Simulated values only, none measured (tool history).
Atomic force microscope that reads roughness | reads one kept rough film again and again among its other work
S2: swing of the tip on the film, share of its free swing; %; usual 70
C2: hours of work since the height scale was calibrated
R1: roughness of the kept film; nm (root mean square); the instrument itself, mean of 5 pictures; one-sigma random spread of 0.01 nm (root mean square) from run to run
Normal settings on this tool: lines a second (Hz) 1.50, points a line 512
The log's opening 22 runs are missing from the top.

run 23 hour=137.0 | lines_a_second_(Hz)=0.75 S2=78 points_a_line=512 | pictures_with_this_tip=92 C2=11 | R1=1.927
run 24 hour=141.8 | lines_a_second_(Hz)=0.75 S2=78 points_a_line=512 | pictures_with_this_tip=97 C2=14 | R1=1.928
run 25 hour=150.0 | lines_a_second_(Hz)=1.50 S2=70 points_a_line=393 | pictures_with_this_tip=107 C2=20 | R1=1.858
run 26 hour=154.5 | lines_a_second_(Hz)=1.50 S2=70 points_a_line=393 | pictures_with_this_tip=112 C2=23 | R1=1.863
run 27 hour=158.4 | lines_a_second_(Hz)=1.57 S2=82 points_a_line=275 | pictures_with_this_tip=117 C2=25 | R1=1.751
run 28 hour=167.0 | lines_a_second_(Hz)=2.67 S2=80 points_a_line=772 | pictures_with_this_tip=127 C2=31 | R1=1.700
run 29 hour=171.6 | lines_a_second_(Hz)=1.40 S2=80 points_a_line=772 | pictures_with_this_tip=132 C2=34 | R1=1.763
run 30 hour=176.9 | lines_a_second_(Hz)=1.40 S2=80 points_a_line=772 | pictures_with_this_tip=138 C2=37 | R1=1.766
run 31 hour=184.8 | lines_a_second_(Hz)=1.40 S2=80 points_a_line=772 | pictures_with_this_tip=147 C2=43 | R1=1.743
run 32 hour=190.6 | lines_a_second_(Hz)=1.40 S2=80 points_a_line=772 | pictures_with_this_tip=154 C2=46 | R1=1.732
run 33 hour=195.0 | lines_a_second_(Hz)=2.51 S2=56 points_a_line=819 | pictures_with_this_tip=159 C2=49 | R1=1.756
run 34 hour=201.7 | lines_a_second_(Hz)=2.51 S2=56 points_a_line=819 | pictures_with_this_tip=167 C2=54 | R1=1.720
run 35 hour=210.5 | lines_a_second_(Hz)=2.38 S2=73 points_a_line=269 | pictures_with_this_tip=177 C2=60 | R1=1.598
-- hour=215.2 new tip fitted
run 36 hour=215.8 | lines_a_second_(Hz)=3.08 S2=58 points_a_line=867 | pictures_with_this_tip=1 C2=63 | R1=2.274
run 37 hour=223.8 | lines_a_second_(Hz)=3.05 S2=58 points_a_line=286 | pictures_with_this_tip=10 C2=68 | R1=2.191
run 38 hour=229.9 | lines_a_second_(Hz)=0.71 S2=64 points_a_line=286 | pictures_with_this_tip=17 C2=72 | R1=2.183
run 39 hour=234.8 | lines_a_second_(Hz)=3.04 S2=89 points_a_line=266 | pictures_with_this_tip=23 C2=75 | R1=1.864
run 40 hour=239.5 | lines_a_second_(Hz)=3.04 S2=89 points_a_line=266 | pictures_with_this_tip=28 C2=78 | R1=1.843

5 options for the next run, each taken on its own from the tool as it stands now. Forecast them:
run A hour=245.5 | lines_a_second_(Hz)=0.81 S2=57 points_a_line=973 | pictures_with_this_tip=35 C2=82 | R1=?
run B hour=245.5 | lines_a_second_(Hz)=0.92 S2=70 points_a_line=558 | pictures_with_this_tip=35 C2=82 | R1=?
run C hour=245.5 | lines_a_second_(Hz)=1.70 S2=70 points_a_line=682 | pictures_with_this_tip=35 C2=82 | R1=?
run D hour=245.5 | lines_a_second_(Hz)=0.50 S2=84 points_a_line=257 | pictures_with_this_tip=35 C2=82 | R1=?
run E hour=245.5 | lines_a_second_(Hz)=3.04 S2=89 points_a_line=401 | pictures_with_this_tip=35 C2=82 | R1=?

run=A R1=2.177
run=B R1=2.126
run=C R1=2.104
run=D R1=2.075
run=E R1=1.848
Without the tool's hidden state the same runs would have given:
run=A R1=2.351
run=B R1=2.296
run=C R1=2.273
run=D R1=2.241
run=E R1=1.996
